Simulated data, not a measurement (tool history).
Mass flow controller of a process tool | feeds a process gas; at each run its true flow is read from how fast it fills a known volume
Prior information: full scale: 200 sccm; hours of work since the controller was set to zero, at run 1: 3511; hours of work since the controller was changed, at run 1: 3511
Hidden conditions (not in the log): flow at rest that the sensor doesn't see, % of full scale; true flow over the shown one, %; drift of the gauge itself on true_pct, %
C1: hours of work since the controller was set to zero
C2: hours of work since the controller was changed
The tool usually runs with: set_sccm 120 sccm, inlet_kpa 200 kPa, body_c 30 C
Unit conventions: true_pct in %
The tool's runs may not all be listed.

{"run": 1, "day": 0.0, "set_sccm": 120, "inlet_kpa": 200, "body_c": 30, "C1": 3511, "C2": 3511, "true_pct": 97.28}
{"run": 2, "day": 7.467, "set_sccm": 120, "inlet_kpa": 200, "body_c": 30, "C1": 3590, "C2": 3590, "true_pct": 97.28}
{"run": 3, "day": 12.633, "set_sccm": 120, "inlet_kpa": 200, "body_c": 30, "C1": 3645, "C2": 3645, "true_pct": 97.03}
{"run": 4, "day": 22.65, "set_sccm": 120, "inlet_kpa": 200, "body_c": 30, "C1": 3752, "C2": 3752, "true_pct": 97.14}
{"run": 5, "day": 32.554, "set_sccm": 74, "inlet_kpa": 200, "body_c": 30, "C1": 3857, "C2": 3857, "true_pct": 96.73}
{"run": 6, "day": 37.025, "set_sccm": 120, "inlet_kpa": 200, "body_c": 30, "C1": 3905, "C2": 3905, "true_pct": 97.21}
{"run": 7, "day": 43.312, "set_sccm": 120, "inlet_kpa": 200, "body_c": 30, "C1": 3971, "C2": 3971, "true_pct": 97.05}
{"run": 8, "day": 49.642, "set_sccm": 23, "inlet_kpa": 200, "body_c": 30, "C1": 4039, "C2": 4039, "true_pct": 97.7}
{"run": 9, "day": 59.4, "set_sccm": 120, "inlet_kpa": 200, "body_c": 23, "C1": 4142, "C2": 4142, "true_pct": 96.36}
{"run": 10, "day": 64.362, "set_sccm": 120, "inlet_kpa": 200, "body_c": 21, "C1": 4195, "C2": 4195, "true_pct": 96.3}
{"run": 11, "day": 71.583, "set_sccm": 120, "inlet_kpa": 200, "body_c": 30, "C1": 4272, "C2": 4272, "true_pct": 96.83}
{"run": 12, "day": 81.35, "set_sccm": 182, "inlet_kpa": 200, "body_c": 30, "C1": 4376, "C2": 4376, "true_pct": 97.38}
{"run": 13, "day": 87.912, "set_sccm": 182, "inlet_kpa": 200, "body_c": 23, "C1": 4445, "C2": 4445, "true_pct": 96.92}
{"run": 14, "day": 92.167, "set_sccm": 120, "inlet_kpa": 200, "body_c": 30, "C1": 4491, "C2": 4491, "true_pct": 96.63}
{"run": 15, "day": 100.512, "set_sccm": 120, "inlet_kpa": 200, "body_c": 30, "C1": 4579, "C2": 4579, "true_pct": 96.55}
{"run": 16, "day": 107.796, "set_sccm": 120, "inlet_kpa": 200, "body_c": 30, "C1": 4657, "C2": 4657, "true_pct": 96.47}
{"run": 17, "day": 114.35, "set_sccm": 120, "inlet_kpa": 200, "body_c": 30, "C1": 4726, "C2": 4726, "true_pct": 96.48}
{"run": 18, "day": 123.221, "set_sccm": 120, "inlet_kpa": 200, "body_c": 30, "C1": 4821, "C2": 4821, "true_pct": 96.27}
{"run": 19, "day": 129.354, "set_sccm": 23, "inlet_kpa": 200, "body_c": 39, "C1": 4886, "C2": 4886, "true_pct": 97.85}
{"run": 20, "day": 134.838, "set_sccm": 120, "inlet_kpa": 157, "body_c": 30, "C1": 4944, "C2": 4944, "true_pct": 96.4}
{"run": 21, "day": 142.021, "set_sccm": 120, "inlet_kpa": 157, "body_c": 30, "C1": 5021, "C2": 5021, "true_pct": 96.25}
{"run": 22, "day": 149.825, "set_sccm": 120, "inlet_kpa": 250, "body_c": 34, "C1": 5104, "C2": 5104, "true_pct": 96.3}
{"run": 23, "day": 155.862, "set_sccm": 120, "inlet_kpa": 250, "body_c": 34, "C1": 5168, "C2": 5168, "true_pct": 96.35}
{"run": 24, "day": 165.762, "set_sccm": 120, "inlet_kpa": 246, "body_c": 30, "C1": 5273, "C2": 5273, "true_pct": 96.02}
{"day": 167.579, "done": "controller exchanged for a calibrated one"}
{"run": 25, "day": 170.45, "set_sccm": 120, "inlet_kpa": 142, "body_c": 30, "C1": 30, "C2": 30, "true_pct": 99.63}
{"run": 26, "day": 175.304, "set_sccm": 27, "inlet_kpa": 225, "body_c": 36, "C1": 82, "C2": 82, "true_pct": 98.63}
{"run": 27, "day": 181.262, "set_sccm": 27, "inlet_kpa": 225, "body_c": 36, "C1": 145, "C2": 145, "true_pct": 98.68}
{"run": 28, "day": 189.529, "set_sccm": 120, "inlet_kpa": 200, "body_c": 32, "C1": 233, "C2": 233, "true_pct": 99.44}
{"run": 29, "day": 193.717, "set_sccm": 120, "inlet_kpa": 200, "body_c": 32, "C1": 278, "C2": 278, "true_pct": 99.44}
{"run": 30, "day": 199.812, "set_sccm": 120, "inlet_kpa": 151, "body_c": 29, "C1": 343, "C2": 343, "true_pct": 99.16}
{"run": 31, "day": 209.196, "set_sccm": 52, "inlet_kpa": 151, "body_c": 35, "C1": 442, "C2": 442, "true_pct": 98.81}
{"run": 32, "day": 217.254, "set_sccm": 52, "inlet_kpa": 151, "body_c": 35, "C1": 528, "C2": 528, "true_pct": 98.69}
{"run": 33, "day": 222.062, "set_sccm": 52, "inlet_kpa": 151, "body_c": 35, "C1": 579, "C2": 579, "true_pct": 98.73}
{"run": 34, "day": 227.717, "set_sccm": 78, "inlet_kpa": 160, "body_c": 32, "C1": 639, "C2": 639, "true_pct": 98.75}
{"run": 35, "day": 231.733, "set_sccm": 166, "inlet_kpa": 200, "body_c": 28, "C1": 682, "C2": 682, "true_pct": 99.46}
{"run": 36, "day": 240.45, "set_sccm": 143, "inlet_kpa": 200, "body_c": 30, "C1": 775, "C2": 775, "true_pct": 99.23}

Consider 4 possible next runs. They are alternatives, not a sequence: every one starts from the tool as it was left by run 36. What does each give?
{"run": "A", "day": 246.521, "set_sccm": 143, "inlet_kpa": 208, "body_c": 22, "C1": 839, "C2": 839, "true_pct": "?"}
{"run": "B", "day": 246.521, "set_sccm": 21, "inlet_kpa": 194, "body_c": 30, "C1": 839, "C2": 839, "true_pct": "?"}
{"run": "C", "day": 246.521, "set_sccm": 188, "inlet_kpa": 200, "body_c": 25, "C1": 839, "C2": 839, "true_pct": "?"}
{"run": "D", "day": 246.521, "set_sccm": 49, "inlet_kpa": 200, "body_c": 35, "C1": 839, "C2": 839, "true_pct": "?"}

run=A true_pct=98.69
run=B true_pct=98.22
run=C true_pct=99.33
run=D true_pct=98.49
Had the tool no hidden state, the same runs would have come out as:
run=A true_pct=99.11
run=B true_pct=98.06
run=C true_pct=99.78
run=D true_pct=98.71
